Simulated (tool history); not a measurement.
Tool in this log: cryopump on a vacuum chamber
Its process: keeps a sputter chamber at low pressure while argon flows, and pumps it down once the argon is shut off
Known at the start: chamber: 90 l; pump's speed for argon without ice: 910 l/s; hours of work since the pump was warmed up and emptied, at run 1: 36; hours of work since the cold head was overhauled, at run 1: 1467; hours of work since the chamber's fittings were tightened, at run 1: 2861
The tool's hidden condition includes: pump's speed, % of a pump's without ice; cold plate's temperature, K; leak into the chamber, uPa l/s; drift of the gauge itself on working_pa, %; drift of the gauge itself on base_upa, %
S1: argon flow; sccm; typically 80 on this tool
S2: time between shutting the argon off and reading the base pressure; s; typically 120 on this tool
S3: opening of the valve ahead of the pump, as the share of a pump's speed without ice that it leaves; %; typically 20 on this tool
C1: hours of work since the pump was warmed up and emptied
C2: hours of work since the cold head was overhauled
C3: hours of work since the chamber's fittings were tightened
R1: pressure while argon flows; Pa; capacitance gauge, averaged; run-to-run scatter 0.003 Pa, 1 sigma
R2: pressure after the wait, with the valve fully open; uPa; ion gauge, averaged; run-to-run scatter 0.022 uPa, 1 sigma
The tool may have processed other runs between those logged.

run	hour	S1	S2	S3	C1	C2	C3	R1	R2
1	0	80	120	20	36	1467	2861	0.7457	2.49
2	30	80	120	20	58	1489	2882	0.7498	2.49
3	64.7	80	43	20	83	1514	2908	0.7508	3.09
4	126.5	80	120	20	127	1558	2952	0.745	2.7
5	174.9	40	120	20	163	1593	2987	0.3766	2.68
6	236.6	40	120	20	207	1638	3032	0.3782	2.84
7	297.5	80	120	20	251	1682	3076	0.7555	2.78
8	333.9	80	120	20	278	1709	3102	0.7601	2.87
9	388.1	80	120	20	317	1748	3142	0.7636	2.87
10	433.5	80	120	20	350	1781	3175	0.7582	2.95
11	487.5	80	120	20	389	1820	3214	0.7578	2.98
12	519.3	80	120	20	412	1843	3237	0.7614	3.09
13	580	80	120	20	456	1887	3281	0.7671	3.2
14	625.1	67	120	20	489	1919	3313	0.6474	3.22
15	663.3	67	120	20	516	1947	3341	0.6448	3.19
16	716.7	42	120	20	555	1986	3380	0.4082	3.17
17	765.3	42	120	20	590	2021	3415	0.4081	3.32
18	805	42	120	20	619	2050	3444	0.4076	3.41
19	860.6	67	120	20	659	2090	3484	0.6477	3.46
# hour 905.3: pump warmed up, emptied and cooled again
20	914.3	67	120	20	6	2125	3519	0.6215	2.88
21	953	67	120	20	35	2153	3547	0.6262	2.99
22	996.6	75	88	20	66	2185	3579	0.6979	3.2
23	1045.3	80	134	53	101	2220	3614	0.2881	2.96
24	1087.7	80	134	57	132	2251	3645	0.2685	3.01
25	1145.8	120	134	57	174	2293	3687	0.4063	3.13
26	1183.9	120	134	57	202	2320	3714	0.4125	3.21
27	1223.6	120	134	57	230	2349	3743	0.4077	3.23
28	1260.7	120	134	57	257	2376	3770	0.4121	3.29
29	1297.4	120	134	57	284	2403	3797	0.412	3.34
30	1356.8	120	134	57	327	2446	3840	0.4174	3.43

For run 31, what comes out?
31	1411.9	120	142	28	367	2486	3879	?	?

R1: 0.8278 Pa
R2: 3.45 uPa
On a tool with no hidden condition, and with the same random variation, this run would have come out at R1 0.7968 Pa, R2 0.62 uPa.
